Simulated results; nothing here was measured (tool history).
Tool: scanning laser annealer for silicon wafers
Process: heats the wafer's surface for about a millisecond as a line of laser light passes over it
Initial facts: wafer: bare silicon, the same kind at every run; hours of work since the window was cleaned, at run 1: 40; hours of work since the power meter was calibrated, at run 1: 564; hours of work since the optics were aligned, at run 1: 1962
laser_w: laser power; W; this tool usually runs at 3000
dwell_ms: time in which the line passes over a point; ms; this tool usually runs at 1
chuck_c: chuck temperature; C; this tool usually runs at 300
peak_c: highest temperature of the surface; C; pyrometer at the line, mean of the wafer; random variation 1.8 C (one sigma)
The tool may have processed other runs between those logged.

| run | hour | laser_w | dwell_ms | chuck_c | hours of work since the window was cleaned | hours of work since the power meter was calibrated | hours of work since the optics were aligned | peak_c |
|---|---|---|---|---|---|---|---|---|
| 1 | 0 | 3000 | 1 | 300 | 40 | 564 | 1962 | 1008 |
|  | 35.4 | optics aligned, line set to its width |
| 2 | 68.9 | 3000 | 1 | 300 | 67 | 590 | 14 | 1013 |
| 3 | 144.9 | 3000 | 1 | 300 | 98 | 622 | 45 | 1013 |
| 4 | 194.4 | 3000 | 1 | 273 | 119 | 642 | 66 | 985 |
| 5 | 258.8 | 3000 | 1 | 273 | 146 | 669 | 93 | 979 |
| 6 | 347.2 | 3000 | 1 | 300 | 182 | 706 | 129 | 1008 |
| 7 | 410.4 | 3000 | 1 | 325 | 208 | 732 | 155 | 1029 |
| 8 | 468.8 | 2601 | 1 | 321 | 233 | 756 | 180 | 930 |
| 9 | 505.5 | 2601 | 1.15 | 319 | 248 | 771 | 195 | 977 |
| 10 | 560.7 | 2708 | 1.17 | 331 | 271 | 794 | 218 | 1028 |
| 11 | 604.8 | 2691 | 0.88 | 338 | 289 | 813 | 236 | 927 |

Each row is a separate what-if for the run after 11, all from the same tool condition, not one after another. Results?
| A | 663.9 | 3000 | 1.23 | 285 | 314 | 837 | 261 | ? |
| B | 663.9 | 2820 | 0.73 | 314 | 314 | 837 | 261 | ? |
| C | 663.9 | 3000 | 1 | 269 | 314 | 837 | 261 | ? |
| D | 663.9 | 2691 | 0.76 | 338 | 314 | 837 | 261 | ? |
| E | 663.9 | 3000 | 0.78 | 300 | 314 | 837 | 261 | ? |

| run | peak_c |
|---|---|
| A | 1078 |
| B | 869 |
| C | 978 |
| D | 878 |
| E | 917 |
Without the tool's unlogged condition, the same runs would have read:
| run | peak_c |
|---|---|
| A | 1089 |
| B | 876 |
| C | 988 |
| D | 886 |
| E | 925 |
